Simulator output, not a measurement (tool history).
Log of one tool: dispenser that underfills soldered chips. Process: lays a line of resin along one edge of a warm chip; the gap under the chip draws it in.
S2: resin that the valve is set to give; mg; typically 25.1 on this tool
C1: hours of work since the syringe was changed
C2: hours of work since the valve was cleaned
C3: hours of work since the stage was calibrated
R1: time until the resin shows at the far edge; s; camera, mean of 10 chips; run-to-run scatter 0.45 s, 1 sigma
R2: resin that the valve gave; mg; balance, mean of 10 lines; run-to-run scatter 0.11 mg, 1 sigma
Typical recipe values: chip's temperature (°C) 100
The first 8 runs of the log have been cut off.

{"hour": 72.2, "done": "new syringe of resin"}
{"run": 9, "hour": 76.9, "chip's temperature (°C)": 104, "S2": 25.1, "C1": 3, "C2": 97, "C3": 223, "R1": 36.9, "R2": 24.14}
{"run": 10, "hour": 84.8, "chip's temperature (°C)": 104, "S2": 25.1, "C1": 9, "C2": 102, "C3": 229, "R1": 48.2, "R2": 23.91}
{"hour": 86.1, "done": "new syringe of resin"}
{"run": 11, "hour": 98.5, "chip's temperature (°C)": 104, "S2": 25.1, "C1": 9, "C2": 112, "C3": 238, "R1": 48.6, "R2": 23.68}
{"hour": 99.9, "done": "new syringe of resin"}
{"run": 12, "hour": 104.2, "chip's temperature (°C)": 100, "S2": 25.1, "C1": 3, "C2": 115, "C3": 242, "R1": 41.4, "R2": 23.63}
{"hour": 113.2, "done": "new syringe of resin"}
{"hour": 114.2, "done": "dispensing valve cleaned and set on the balance"}
{"run": 13, "hour": 117.2, "chip's temperature (°C)": 95, "S2": 25.1, "C1": 2, "C2": 2, "C3": 250, "R1": 47.6, "R2": 25.14}
{"run": 14, "hour": 126.4, "chip's temperature (°C)": 95, "S2": 25.1, "C1": 8, "C2": 8, "C3": 256, "R1": 65.4, "R2": 25.08}
{"hour": 127.7, "done": "new syringe of resin"}
{"run": 15, "hour": 136.8, "chip's temperature (°C)": 100, "S2": 25.1, "C1": 6, "C2": 15, "C3": 263, "R1": 50.2, "R2": 25.17}
{"hour": 141.0, "done": "new syringe of resin"}
{"run": 16, "hour": 148.4, "chip's temperature (°C)": 100, "S2": 25.1, "C1": 5, "C2": 23, "C3": 271, "R1": 46.9, "R2": 25.1}
{"hour": 154.7, "done": "new syringe of resin"}
{"run": 17, "hour": 158.7, "chip's temperature (°C)": 112, "S2": 25.1, "C1": 3, "C2": 30, "C3": 278, "R1": 28.2, "R2": 24.92}
{"hour": 168.5, "done": "new syringe of resin"}
{"run": 18, "hour": 172.5, "chip's temperature (°C)": 100, "S2": 28.3, "C1": 3, "C2": 40, "C3": 288, "R1": 40.8, "R2": 27.88}
{"hour": 181.7, "done": "new syringe of resin"}
{"run": 19, "hour": 181.9, "chip's temperature (°C)": 100, "S2": 28.3, "C1": 0, "C2": 46, "C3": 294, "R1": 36.2, "R2": 27.71}
{"run": 20, "hour": 187.5, "chip's temperature (°C)": 100, "S2": 28.3, "C1": 4, "C2": 50, "C3": 298, "R1": 44.1, "R2": 27.89}
{"run": 21, "hour": 193.2, "chip's temperature (°C)": 114, "S2": 25.1, "C1": 8, "C2": 54, "C3": 302, "R1": 33.6, "R2": 24.41}
{"hour": 195.9, "done": "new syringe of resin"}
{"run": 22, "hour": 199.3, "chip's temperature (°C)": 108, "S2": 32.0, "C1": 2, "C2": 58, "C3": 306, "R1": 30.8, "R2": 31.16}
{"run": 23, "hour": 205.3, "chip's temperature (°C)": 105, "S2": 29.2, "C1": 7, "C2": 62, "C3": 310, "R1": 40.8, "R2": 28.41}
{"hour": 209.7, "done": "new syringe of resin"}
{"run": 24, "hour": 215.7, "chip's temperature (°C)": 114, "S2": 28.9, "C1": 4, "C2": 69, "C3": 317, "R1": 27.5, "R2": 28.03}
{"hour": 223.5, "done": "new syringe of resin"}
{"run": 25, "hour": 224.6, "chip's temperature (°C)": 93, "S2": 27.1, "C1": 1, "C2": 75, "C3": 323, "R1": 47.6, "R2": 26.1}
{"hour": 237.3, "done": "new syringe of resin"}
{"run": 26, "hour": 237.3, "chip's temperature (°C)": 95, "S2": 29.8, "C1": 0, "C2": 84, "C3": 332, "R1": 42.1, "R2": 28.53}
{"run": 27, "hour": 244.1, "chip's temperature (°C)": 107, "S2": 29.8, "C1": 5, "C2": 89, "C3": 337, "R1": 35.8, "R2": 28.25}
{"hour": 250.7, "done": "new syringe of resin"}
{"run": 28, "hour": 254.2, "chip's temperature (°C)": 96, "S2": 28.7, "C1": 2, "C2": 95, "C3": 343, "R1": 46.5, "R2": 27.35}
{"hour": 264.3, "done": "new syringe of resin"}
{"run": 29, "hour": 266.9, "chip's temperature (°C)": 96, "S2": 28.2, "C1": 2, "C2": 104, "C3": 352, "R1": 45.9, "R2": 26.7}
{"hour": 278.2, "done": "new syringe of resin"}
{"run": 30, "hour": 278.6, "chip's temperature (°C)": 86, "S2": 28.3, "C1": 0, "C2": 112, "C3": 360, "R1": 61.0, "R2": 26.97}
{"run": 31, "hour": 287.8, "chip's temperature (°C)": 111, "S2": 31.1, "C1": 7, "C2": 118, "C3": 366, "R1": 34.5, "R2": 29.25}
{"hour": 292.3, "done": "new syringe of resin"}
{"hour": 293.3, "done": "dispensing valve cleaned and set on the balance"}
{"run": 32, "hour": 294.8, "chip's temperature (°C)": 111, "S2": 31.1, "C1": 1, "C2": 1, "C3": 370, "R1": 26.2, "R2": 31.04}
{"run": 33, "hour": 303.6, "chip's temperature (°C)": 111, "S2": 31.1, "C1": 7, "C2": 7, "C3": 376, "R1": 36.4, "R2": 30.84}

Branching from run 33: 4 alternative next runs. What would each branch give?
{"hour": 306.9, "done": "new syringe of resin"}
{"run": "A", "hour": 315.7, "chip's temperature (°C)": 97, "S2": 28.2, "C1": 6, "C2": 15, "C3": 385, "R1": "?", "R2": "?"}
{"hour": 306.9, "done": "new syringe of resin"}
{"run": "B", "hour": 315.7, "chip's temperature (°C)": 108, "S2": 23.5, "C1": 6, "C2": 15, "C3": 385, "R1": "?", "R2": "?"}
{"hour": 306.9, "done": "new syringe of resin"}
{"run": "C", "hour": 315.7, "chip's temperature (°C)": 100, "S2": 24.9, "C1": 6, "C2": 15, "C3": 385, "R1": "?", "R2": "?"}
{"hour": 306.9, "done": "new syringe of resin"}
{"run": "D", "hour": 315.7, "chip's temperature (°C)": 87, "S2": 31.1, "C1": 6, "C2": 15, "C3": 385, "R1": "?", "R2": "?"}

run=A R1=56.1 R2=27.90
run=B R1=39.6 R2=23.27
run=C R1=51.3 R2=24.54
run=D R1=80.6 R2=30.87
Take away the tool's hidden state, keep each run's random variation, and the runs would have read:
run=A R1=37.6 R2=28.22
run=B R1=26.5 R2=23.53
run=C R1=34.1 R2=24.83
run=D R1=53.6 R2=31.22
